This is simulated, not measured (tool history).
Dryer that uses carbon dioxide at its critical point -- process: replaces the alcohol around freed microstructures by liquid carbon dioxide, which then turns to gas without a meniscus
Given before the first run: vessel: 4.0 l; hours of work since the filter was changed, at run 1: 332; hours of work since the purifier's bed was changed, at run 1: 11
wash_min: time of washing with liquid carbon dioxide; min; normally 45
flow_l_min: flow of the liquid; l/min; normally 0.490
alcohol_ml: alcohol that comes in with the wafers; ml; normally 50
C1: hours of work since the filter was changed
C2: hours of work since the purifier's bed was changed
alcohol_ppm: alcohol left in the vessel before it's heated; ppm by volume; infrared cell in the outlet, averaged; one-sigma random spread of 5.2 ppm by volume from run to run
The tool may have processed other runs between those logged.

{"run": 1, "hour": 0.0, "wash_min": 45, "flow_l_min": 0.49, "alcohol_ml": 50, "C1": 332, "C2": 11, "alcohol_ppm": 136}
{"run": 2, "hour": 13.2, "wash_min": 45, "flow_l_min": 0.49, "alcohol_ml": 50, "C1": 337, "C2": 17, "alcohol_ppm": 127}
{"run": 3, "hour": 27.8, "wash_min": 45, "flow_l_min": 0.49, "alcohol_ml": 50, "C1": 343, "C2": 22, "alcohol_ppm": 132}
{"run": 4, "hour": 42.4, "wash_min": 45, "flow_l_min": 0.49, "alcohol_ml": 50, "C1": 349, "C2": 28, "alcohol_ppm": 146}
{"run": 5, "hour": 52.9, "wash_min": 45, "flow_l_min": 0.604, "alcohol_ml": 50, "C1": 353, "C2": 32, "alcohol_ppm": 60}
{"run": 6, "hour": 61.4, "wash_min": 45, "flow_l_min": 0.604, "alcohol_ml": 50, "C1": 356, "C2": 35, "alcohol_ppm": 54}
{"run": 7, "hour": 76.7, "wash_min": 45, "flow_l_min": 0.604, "alcohol_ml": 50, "C1": 362, "C2": 41, "alcohol_ppm": 53}
{"run": 8, "hour": 85.5, "wash_min": 45, "flow_l_min": 0.604, "alcohol_ml": 50, "C1": 366, "C2": 45, "alcohol_ppm": 54}
{"run": 9, "hour": 103.4, "wash_min": 45, "flow_l_min": 0.49, "alcohol_ml": 50, "C1": 373, "C2": 52, "alcohol_ppm": 146}
{"run": 10, "hour": 113.1, "wash_min": 45, "flow_l_min": 0.49, "alcohol_ml": 50, "C1": 376, "C2": 56, "alcohol_ppm": 145}
{"run": 11, "hour": 124.0, "wash_min": 45, "flow_l_min": 0.49, "alcohol_ml": 50, "C1": 381, "C2": 60, "alcohol_ppm": 150}
{"run": 12, "hour": 135.5, "wash_min": 45, "flow_l_min": 0.383, "alcohol_ml": 50, "C1": 385, "C2": 64, "alcohol_ppm": 376}
{"run": 13, "hour": 152.8, "wash_min": 45, "flow_l_min": 0.383, "alcohol_ml": 50, "C1": 392, "C2": 71, "alcohol_ppm": 376}
{"run": 14, "hour": 169.2, "wash_min": 45, "flow_l_min": 0.383, "alcohol_ml": 50, "C1": 398, "C2": 78, "alcohol_ppm": 371}
{"run": 15, "hour": 182.2, "wash_min": 45, "flow_l_min": 0.383, "alcohol_ml": 50, "C1": 403, "C2": 83, "alcohol_ppm": 384}
{"run": 16, "hour": 194.8, "wash_min": 54, "flow_l_min": 0.49, "alcohol_ml": 50, "C1": 408, "C2": 88, "alcohol_ppm": 83}
{"run": 17, "hour": 206.5, "wash_min": 54, "flow_l_min": 0.49, "alcohol_ml": 50, "C1": 413, "C2": 92, "alcohol_ppm": 89}
{"hour": 217.7, "done": "inlet filter changed"}
{"run": 18, "hour": 217.9, "wash_min": 45, "flow_l_min": 0.49, "alcohol_ml": 50, "C1": 0, "C2": 96, "alcohol_ppm": 113}
{"run": 19, "hour": 229.8, "wash_min": 45, "flow_l_min": 0.49, "alcohol_ml": 50, "C1": 5, "C2": 101, "alcohol_ppm": 108}
{"run": 20, "hour": 247.1, "wash_min": 45, "flow_l_min": 0.49, "alcohol_ml": 50, "C1": 11, "C2": 108, "alcohol_ppm": 118}
{"run": 21, "hour": 263.2, "wash_min": 45, "flow_l_min": 0.49, "alcohol_ml": 50, "C1": 18, "C2": 114, "alcohol_ppm": 117}
{"run": 22, "hour": 271.2, "wash_min": 45, "flow_l_min": 0.49, "alcohol_ml": 50, "C1": 21, "C2": 117, "alcohol_ppm": 126}
{"run": 23, "hour": 280.7, "wash_min": 45, "flow_l_min": 0.49, "alcohol_ml": 50, "C1": 25, "C2": 121, "alcohol_ppm": 118}
{"run": 24, "hour": 291.9, "wash_min": 45, "flow_l_min": 0.49, "alcohol_ml": 50, "C1": 29, "C2": 125, "alcohol_ppm": 118}
{"run": 25, "hour": 303.3, "wash_min": 45, "flow_l_min": 0.49, "alcohol_ml": 50, "C1": 34, "C2": 130, "alcohol_ppm": 129}
{"run": 26, "hour": 316.7, "wash_min": 45, "flow_l_min": 0.49, "alcohol_ml": 50, "C1": 39, "C2": 135, "alcohol_ppm": 126}
{"run": 27, "hour": 329.3, "wash_min": 44, "flow_l_min": 0.765, "alcohol_ml": 50, "C1": 44, "C2": 140, "alcohol_ppm": 44}
{"run": 28, "hour": 346.4, "wash_min": 44, "flow_l_min": 0.765, "alcohol_ml": 50, "C1": 50, "C2": 147, "alcohol_ppm": 46}
{"run": 29, "hour": 362.8, "wash_min": 55, "flow_l_min": 0.765, "alcohol_ml": 98, "C1": 57, "C2": 153, "alcohol_ppm": 46}
{"run": 30, "hour": 380.1, "wash_min": 55, "flow_l_min": 0.765, "alcohol_ml": 98, "C1": 64, "C2": 160, "alcohol_ppm": 44}
{"run": 31, "hour": 395.3, "wash_min": 45, "flow_l_min": 0.49, "alcohol_ml": 21, "C1": 70, "C2": 166, "alcohol_ppm": 83}
{"run": 32, "hour": 405.5, "wash_min": 31, "flow_l_min": 0.515, "alcohol_ml": 60, "C1": 74, "C2": 170, "alcohol_ppm": 464}
{"run": 33, "hour": 419.3, "wash_min": 39, "flow_l_min": 0.515, "alcohol_ml": 24, "C1": 79, "C2": 175, "alcohol_ppm": 109}
{"run": 34, "hour": 435.5, "wash_min": 41, "flow_l_min": 0.685, "alcohol_ml": 61, "C1": 85, "C2": 182, "alcohol_ppm": 81}
{"run": 35, "hour": 448.2, "wash_min": 41, "flow_l_min": 0.685, "alcohol_ml": 61, "C1": 90, "C2": 187, "alcohol_ppm": 72}
{"run": 36, "hour": 465.1, "wash_min": 27, "flow_l_min": 0.49, "alcohol_ml": 49, "C1": 97, "C2": 193, "alcohol_ppm": 664}
{"run": 37, "hour": 482.8, "wash_min": 27, "flow_l_min": 0.49, "alcohol_ml": 49, "C1": 104, "C2": 200, "alcohol_ppm": 702}
{"run": 38, "hour": 498.4, "wash_min": 27, "flow_l_min": 0.49, "alcohol_ml": 49, "C1": 110, "C2": 206, "alcohol_ppm": 689}
{"run": 39, "hour": 511.1, "wash_min": 45, "flow_l_min": 0.416, "alcohol_ml": 63, "C1": 115, "C2": 211, "alcohol_ppm": 301}
{"run": 40, "hour": 519.1, "wash_min": 45, "flow_l_min": 0.504, "alcohol_ml": 83, "C1": 118, "C2": 214, "alcohol_ppm": 188}
{"run": 41, "hour": 537.2, "wash_min": 45, "flow_l_min": 0.49, "alcohol_ml": 36, "C1": 125, "C2": 221, "alcohol_ppm": 131}
{"run": 42, "hour": 552.1, "wash_min": 30, "flow_l_min": 0.752, "alcohol_ml": 32, "C1": 131, "C2": 227, "alcohol_ppm": 119}
{"run": 43, "hour": 560.6, "wash_min": 45, "flow_l_min": 0.546, "alcohol_ml": 50, "C1": 134, "C2": 231, "alcohol_ppm": 121}
{"run": 44, "hour": 575.4, "wash_min": 45, "flow_l_min": 0.546, "alcohol_ml": 80, "C1": 140, "C2": 236, "alcohol_ppm": 159}
{"run": 45, "hour": 589.8, "wash_min": 45, "flow_l_min": 0.546, "alcohol_ml": 80, "C1": 146, "C2": 242, "alcohol_ppm": 166}
{"run": 46, "hour": 599.5, "wash_min": 45, "flow_l_min": 0.546, "alcohol_ml": 80, "C1": 150, "C2": 246, "alcohol_ppm": 160}
{"run": 47, "hour": 610.1, "wash_min": 45, "flow_l_min": 0.546, "alcohol_ml": 80, "C1": 154, "C2": 250, "alcohol_ppm": 145}

How would selected steps in alcohol_ppm from run to run divide? Give the signed amount a tool lacking its hidden state would still show from settings, what came in and random variation, and the signed amount left for the hidden state, including any gauge scatter that is not in both of the compared results.
Hidden conditions of the tool in this case: flow that reaches the vessel past the clogged filter, %; alcohol in the recycled carbon dioxide, ppm; drift of the gauge itself on alcohol_ppm, %.
Run 11 -> 12: flow_l_min 0.490 -> 0.383. alcohol_ppm +226 ppm by volume: hidden state +66, all else +160.
Run 15 -> 16: wash_min 45 -> 54, flow_l_min 0.383 -> 0.490. alcohol_ppm -301 ppm by volume: hidden state -94, all else -207.
Run 31 -> 32: wash_min 45 -> 31, flow_l_min 0.490 -> 0.515, alcohol_ml 21 -> 60. alcohol_ppm +381 ppm by volume: hidden state +27, all else +354.
Run 35 -> 36: wash_min 41 -> 27, flow_l_min 0.685 -> 0.490, alcohol_ml 61 -> 49. alcohol_ppm +592 ppm by volume: hidden state +42, all else +550.
Run 38 -> 39: wash_min 27 -> 45, flow_l_min 0.490 -> 0.416, alcohol_ml 49 -> 63. alcohol_ppm -388 ppm by volume: hidden state -22, all else -366.
